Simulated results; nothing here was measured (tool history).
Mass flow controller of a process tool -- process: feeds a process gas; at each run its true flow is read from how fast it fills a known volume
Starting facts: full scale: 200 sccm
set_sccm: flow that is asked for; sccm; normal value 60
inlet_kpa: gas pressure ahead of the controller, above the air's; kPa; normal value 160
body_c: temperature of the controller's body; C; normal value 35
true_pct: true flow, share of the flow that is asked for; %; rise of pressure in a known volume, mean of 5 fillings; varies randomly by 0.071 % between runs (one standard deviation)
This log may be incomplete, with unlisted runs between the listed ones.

run   hour  set_sccm  inlet_kpa  body_c  true_pct
  1      0        60        160      35    100.52
  2   49.8        60        160      35    100.43
  3  110.9        60        160      35    100.44
  4  209.8        60        160      37    100.48
  5  306.1        60        160      35    100.27
  6  386.5        60        160      35    100.21
  7  431.3        60        160      35    100.15
  8  490.8        60        185      35    100.02
  9  552.1       107        233      35    100.04

The next listed run, before its measurement:
 10  649.5       107        233      35         ?

Run 10 produced true_pct 99.79 %.
Without the tool's hidden state the same run would have given true_pct 100.21 %.

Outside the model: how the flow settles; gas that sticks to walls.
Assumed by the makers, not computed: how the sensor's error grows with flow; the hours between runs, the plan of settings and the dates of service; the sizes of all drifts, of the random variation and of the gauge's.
